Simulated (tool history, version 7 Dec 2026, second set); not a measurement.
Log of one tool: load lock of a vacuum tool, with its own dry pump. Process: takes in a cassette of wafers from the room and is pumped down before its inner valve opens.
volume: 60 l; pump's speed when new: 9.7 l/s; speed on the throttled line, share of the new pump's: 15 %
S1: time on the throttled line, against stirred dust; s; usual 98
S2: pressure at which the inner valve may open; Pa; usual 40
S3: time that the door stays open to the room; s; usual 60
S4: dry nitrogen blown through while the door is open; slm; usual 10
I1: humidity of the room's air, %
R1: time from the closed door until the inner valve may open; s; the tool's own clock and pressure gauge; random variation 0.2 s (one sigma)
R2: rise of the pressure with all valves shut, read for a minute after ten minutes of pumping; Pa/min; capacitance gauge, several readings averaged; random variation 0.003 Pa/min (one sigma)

{"run": 1, "hour": 0.0, "S1": 98, "S2": 40, "S3": 60, "S4": 10, "I1": 45.8, "R1": 133.7, "R2": 0.074}
{"run": 2, "hour": 110.8, "S1": 98, "S2": 40, "S3": 60, "S4": 10, "I1": 45.8, "R1": 134.1, "R2": 0.08}
{"run": 3, "hour": 217.5, "S1": 98, "S2": 40, "S3": 60, "S4": 10, "I1": 46.7, "R1": 133.9, "R2": 0.078}
{"run": 4, "hour": 350.3, "S1": 111, "S2": 40, "S3": 60, "S4": 10, "I1": 46.4, "R1": 144.7, "R2": 0.075}
{"run": 5, "hour": 517.4, "S1": 111, "S2": 40, "S3": 31, "S4": 10, "I1": 44.3, "R1": 145.2, "R2": 0.062}
{"run": 6, "hour": 622.1, "S1": 98, "S2": 40, "S3": 60, "S4": 10, "I1": 45.6, "R1": 134.3, "R2": 0.079}
{"run": 7, "hour": 700.1, "S1": 98, "S2": 40, "S3": 60, "S4": 10, "I1": 46.5, "R1": 134.2, "R2": 0.082}
{"run": 8, "hour": 779.1, "S1": 98, "S2": 34, "S3": 50, "S4": 10, "I1": 43.9, "R1": 135.1, "R2": 0.075}
{"run": 9, "hour": 948.3, "S1": 75, "S2": 34, "S3": 58, "S4": 10, "I1": 43.1, "R1": 116.2, "R2": 0.082}
{"run": 10, "hour": 1107.3, "S1": 51, "S2": 34, "S3": 58, "S4": 12, "I1": 46.3, "R1": 95.8, "R2": 0.074}
{"run": 11, "hour": 1284.4, "S1": 51, "S2": 34, "S3": 58, "S4": 12, "I1": 43.3, "R1": 95.9, "R2": 0.075}
{"run": 12, "hour": 1390.9, "S1": 67, "S2": 40, "S3": 60, "S4": 16, "I1": 45.1, "R1": 108.1, "R2": 0.078}
{"run": 13, "hour": 1490.5, "S1": 98, "S2": 40, "S3": 118, "S4": 16, "I1": 49.8, "R1": 134.1, "R2": 0.097}

4 ways to go on from here, each from the tool as it stands after run 13. What would each give?
{"run": "A", "hour": 1582.2, "S1": 98, "S2": 30, "S3": 60, "S4": 10, "I1": 43.4, "R1": "?", "R2": "?"}
{"run": "B", "hour": 1582.2, "S1": 63, "S2": 40, "S3": 60, "S4": 8, "I1": 43.3, "R1": "?", "R2": "?"}
{"run": "C", "hour": 1582.2, "S1": 82, "S2": 40, "S3": 118, "S4": 16, "I1": 45.5, "R1": "?", "R2": "?"}
{"run": "D", "hour": 1582.2, "S1": 98, "S2": 57, "S3": 27, "S4": 33, "I1": 44.2, "R1": "?", "R2": "?"}

run=A R1=135.6 R2=0.081
run=B R1=104.9 R2=0.084
run=C R1=120.9 R2=0.093
run=D R1=132 R2=0.056
Without the tool's hidden state the same runs would have given:
run=A R1=133.1 R2=0.051
run=B R1=102.1 R2=0.054
run=C R1=118.3 R2=0.062
run=D R1=129.7 R2=0.026
